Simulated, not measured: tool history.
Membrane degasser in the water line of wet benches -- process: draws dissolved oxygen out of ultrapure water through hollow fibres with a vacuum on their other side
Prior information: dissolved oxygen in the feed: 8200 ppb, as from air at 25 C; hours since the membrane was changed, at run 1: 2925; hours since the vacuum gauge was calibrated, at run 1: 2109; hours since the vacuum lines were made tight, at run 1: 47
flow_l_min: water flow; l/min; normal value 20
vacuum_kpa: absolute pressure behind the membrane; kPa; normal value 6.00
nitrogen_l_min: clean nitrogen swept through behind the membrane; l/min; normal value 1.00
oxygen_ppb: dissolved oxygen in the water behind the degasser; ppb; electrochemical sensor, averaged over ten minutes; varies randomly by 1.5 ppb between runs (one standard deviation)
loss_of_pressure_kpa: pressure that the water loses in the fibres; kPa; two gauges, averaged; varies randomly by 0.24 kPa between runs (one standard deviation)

run,day,flow_l_min,vacuum_kpa,nitrogen_l_min,hours since the membrane was changed,hours since the vacuum gauge was calibrated,hours since the vacuum lines were made tight,oxygen_ppb,loss_of_pressure_kpa
1,0.000,20,6.00,1.00,2925,2109,47,145.1,62.54
2,2.788,20,6.00,1.00,2992,2176,114,144.0,63.11
3,6.054,25,6.00,1.00,3070,2255,192,205.8,79.21
4,10.808,12,6.00,1.00,3185,2369,306,80.0,38.04
5,13.538,20,6.00,0.44,3250,2434,372,261.1,63.17
6,15.912,20,6.00,0.44,3307,2491,429,262.4,63.15
7,21.221,20,6.00,1.00,3434,2619,556,142.4,63.87
8,26.050,13,6.00,1.00,3550,2735,672,84.5,41.40
9,30.588,13,6.00,1.00,3659,2844,781,86.9,41.88
10,34.233,20,4.94,1.00,3747,2931,869,97.5,64.04
11,39.717,22,6.00,1.00,3878,3063,1000,167.6,70.06
12,43.671,22,6.00,2.86,3973,3158,1095,83.7,70.50
13,47.288,20,6.00,0.57,4060,3244,1182,220.1,64.27
14,52.408,31,8.14,1.00,4183,3367,1305,452.0,99.54
15,55.758,31,8.14,1.00,4263,3448,1385,446.6,99.47
16,60.462,31,8.14,1.00,4376,3561,1498,440.2,99.98
17,65.354,31,14.60,1.00,4494,3678,1616,804.9,99.59
18,68.212,29,6.00,1.30,4562,3747,1684,237.5,94.06
19,72.346,29,6.00,1.30,4661,3846,1783,247.8,93.87
# day 72.854: gauge calibrated
20,75.867,19,6.00,0.93,4746,3930,1868,141.7,59.76
21,78.496,14,6.24,0.42,4809,3993,1931,209.7,44.20
22,82.433,24,6.24,0.62,4904,4088,2026,277.0,75.84
23,85.575,20,6.00,2.27,4979,4163,2101,77.9,63.52
24,89.538,20,3.66,2.27,5074,4258,2196,30.8,63.56

Each row is a separate what-if for the run after 24, all from the same tool condition, not one after another. Results?
A,94.950,19,3.66,2.65,5204,4388,2326,?,?
B,94.950,20,3.66,0.57,5204,4388,2326,?,?
C,94.950,17,4.47,0.48,5204,4388,2326,?,?
D,94.950,20,11.40,1.74,5204,4388,2326,?,?
E,94.950,15,3.66,1.59,5204,4388,2326,?,?

run,oxygen_ppb,loss_of_pressure_kpa
A,24.0,60.31
B,51.2,63.58
C,99.5,54.25
D,237.0,63.23
E,13.3,47.51
The same runs, with their run-to-run variation unchanged, on a tool lacking any hidden condition would have given:
run,oxygen_ppb,loss_of_pressure_kpa
A,24.0,59.77
B,51.1,63.02
C,99.4,53.77
D,236.9,62.67
E,13.3,47.09
